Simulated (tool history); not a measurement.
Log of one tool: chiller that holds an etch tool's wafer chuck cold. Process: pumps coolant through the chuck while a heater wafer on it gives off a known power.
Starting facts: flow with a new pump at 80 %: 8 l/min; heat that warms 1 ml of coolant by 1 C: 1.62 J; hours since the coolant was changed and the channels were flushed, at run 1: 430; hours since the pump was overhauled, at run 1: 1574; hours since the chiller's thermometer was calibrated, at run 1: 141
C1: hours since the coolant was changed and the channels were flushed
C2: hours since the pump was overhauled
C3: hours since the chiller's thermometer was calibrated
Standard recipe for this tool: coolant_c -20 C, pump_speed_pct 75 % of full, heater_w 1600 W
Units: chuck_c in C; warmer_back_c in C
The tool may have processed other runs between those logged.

Run 1, day 0.000: usual settings; C1 430; C2 1574; C3 141. Result: chuck_c -4.1 C, warmer_back_c 8.12 C.
Run 2, day 1.342: usual settings but pump_speed_pct 88 % of full; C1 462; C2 1606; C3 173. Result: chuck_c -6.3 C, warmer_back_c 6.87 C.
Run 3, day 2.954: usual settings but coolant_c -30 C, pump_speed_pct 88 % of full; C1 501; C2 1644; C3 212. Result: chuck_c -15.9 C, warmer_back_c 6.85 C.
Run 4, day 4.233: usual settings but pump_speed_pct 76 % of full; C1 531; C2 1675; C3 243. Result: chuck_c -4.0 C, warmer_back_c 7.97 C.
Run 5, day 5.517: usual settings but pump_speed_pct 76 % of full; C1 562; C2 1706; C3 274. Result: chuck_c -3.8 C, warmer_back_c 7.95 C.
Run 6, day 7.096: usual settings but heater_w 1123 W; C1 600; C2 1744; C3 312. Result: chuck_c -8.8 C, warmer_back_c 5.65 C.
Run 7, day 8.088: usual settings but coolant_c -12 C, pump_speed_pct 81 % of full, heater_w 2294 W; C1 624; C2 1768; C3 335. Result: chuck_c 9.7 C, warmer_back_c 10.67 C.
Run 8, day 9.412: usual settings but coolant_c -26 C, pump_speed_pct 77 % of full, heater_w 1644 W; C1 656; C2 1799; C3 367. Result: chuck_c -9.6 C, warmer_back_c 8.09 C.
Run 9, day 10.550: usual settings but coolant_c -13 C, pump_speed_pct 81 % of full, heater_w 2244 W; C1 683; C2 1827; C3 394. Result: chuck_c 8.3 C, warmer_back_c 10.49 C.
Run 10, day 12.046: usual settings but coolant_c -13 C, pump_speed_pct 80 % of full, heater_w 2243 W; C1 719; C2 1863; C3 430. Result: chuck_c 8.5 C, warmer_back_c 10.68 C.
Run 11, day 12.746: usual settings but coolant_c -13 C, pump_speed_pct 80 % of full, heater_w 2243 W; C1 736; C2 1879; C3 447. Result: chuck_c 8.5 C, warmer_back_c 10.67 C.

3 ways to go on from here, each from the tool as it stands after run 11. What would each give?
Run A, day 14.038: usual settings but coolant_c -25 C, heater_w 995 W; C1 767; C2 1910; C3 478. Result: chuck_c ?, warmer_back_c ?.
Run B, day 14.038: usual settings but coolant_c -27 C, pump_speed_pct 80 % of full, heater_w 875 W; C1 767; C2 1910; C3 478. Result: chuck_c ?, warmer_back_c ?.
Run C, day 14.038: usual settings but pump_speed_pct 73 % of full; C1 767; C2 1910; C3 478. Result: chuck_c ?, warmer_back_c ?.

run  chuck_c  warmer_back_c
  A    -15.1           4.97
  B    -18.7           4.15
  C     -3.4           8.36
Had the tool no hidden state, the same runs would have come out as:
run  chuck_c  warmer_back_c
  A    -15.3           4.85
  B    -18.9           4.05
  C     -3.9           8.17
